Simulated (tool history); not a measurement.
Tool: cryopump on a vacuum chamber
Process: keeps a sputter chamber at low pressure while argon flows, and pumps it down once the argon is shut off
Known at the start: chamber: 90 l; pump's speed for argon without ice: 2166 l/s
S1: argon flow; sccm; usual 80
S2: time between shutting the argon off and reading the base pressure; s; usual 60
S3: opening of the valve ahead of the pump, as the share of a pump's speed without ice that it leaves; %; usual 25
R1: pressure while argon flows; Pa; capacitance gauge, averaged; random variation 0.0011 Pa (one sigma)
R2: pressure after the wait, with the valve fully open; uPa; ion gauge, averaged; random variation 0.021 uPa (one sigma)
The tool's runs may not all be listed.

run     day   S1   S2  S3      R1    R2
  1   0.000   80   60  25  0.2501  0.98
  2   0.467   80   60  25  0.2543  0.99
  3   1.225   80   60  25  0.2494  1.01
  4   1.979   80   60  25  0.2537  1.05
  5   2.721   80   60  25  0.2525  1.01
  6   3.238   80   60  25  0.2523  1.05
  7   3.625   80   60  25  0.2515  1.03
  8   4.421   76   60  25  0.2390  1.03
  9   4.942   76   60  25  0.2369  1.08
 10   5.308   76   60  25  0.2409  1.09
 11   5.817   76   60  25  0.2408  1.07
 12   6.438   76   60  25  0.2391  1.11
 13   7.233   76   60  25  0.2439  1.09
 14   7.788   80   60  56  0.1151  1.14
 15   8.246   80   60  56  0.1184  1.14
 16   8.958   80   29  25  0.2535  1.45
 17   9.521   80   29  25  0.2541  1.44
 18  10.067   47   60  25  0.1513  1.15
 19  10.896   47   60  25  0.1503  1.15
 20  11.267   88   46  23  0.3045  1.24
 21  11.900   88   46  23  0.3057  1.34
 22  12.629   88   46  23  0.3063  1.26
 23  13.062   87  118  44  0.1621  1.09
 24  13.562  107   28  21  0.4064  1.52
 25  14.200   57  171  25  0.1843  1.01
 26  14.762   80  299  37  0.1772  0.98
 27  15.142   80  299  37  0.1777  0.99
 28  15.625   92   31  25  0.2971  1.52
 29  16.058   92   31  25  0.2994  1.50
 30  16.817   75  265  25  0.2427  1.03
 31  17.583   75  265  25  0.2461  1.05
 32  18.300   75  265  25  0.2439  1.06
 33  19.150   80  300  25  0.2580  1.05
 34  19.692   80  300  25  0.2622  1.08
 35  20.338   80  170  36  0.1865  1.13

Some steps in R1 between neighbouring runs. How much of each would the tool show without its hidden state too (settings, what came in, random variation), and how much is left for the hidden state, with any gauge scatter that isn't in both results?
The hidden state here: pump's speed, % of a pump's without ice; cold plate's temperature, K; leak into the chamber, uPa l/s; drift of the gauge itself on working_pa, %; drift of the gauge itself on base_upa, %.
Run 19 -> 20: S1 47 -> 88, S2 60 -> 46, S3 25 -> 23. R1 +0.1542 Pa: hidden state +0.0034, all else +0.1508.
Run 23 -> 24: S1 87 -> 107, S2 118 -> 28, S3 44 -> 21. R1 +0.2443 Pa: hidden state +0.0021, all else +0.2422.
Run 24 -> 25: S1 107 -> 57, S2 28 -> 171, S3 21 -> 25. R1 -0.2221 Pa: hidden state -0.0045, all else -0.2176.
Run 25 -> 26: S1 57 -> 80, S2 171 -> 299, S3 25 -> 37. R1 -0.0071 Pa: hidden state +0.0026, all else -0.0097.

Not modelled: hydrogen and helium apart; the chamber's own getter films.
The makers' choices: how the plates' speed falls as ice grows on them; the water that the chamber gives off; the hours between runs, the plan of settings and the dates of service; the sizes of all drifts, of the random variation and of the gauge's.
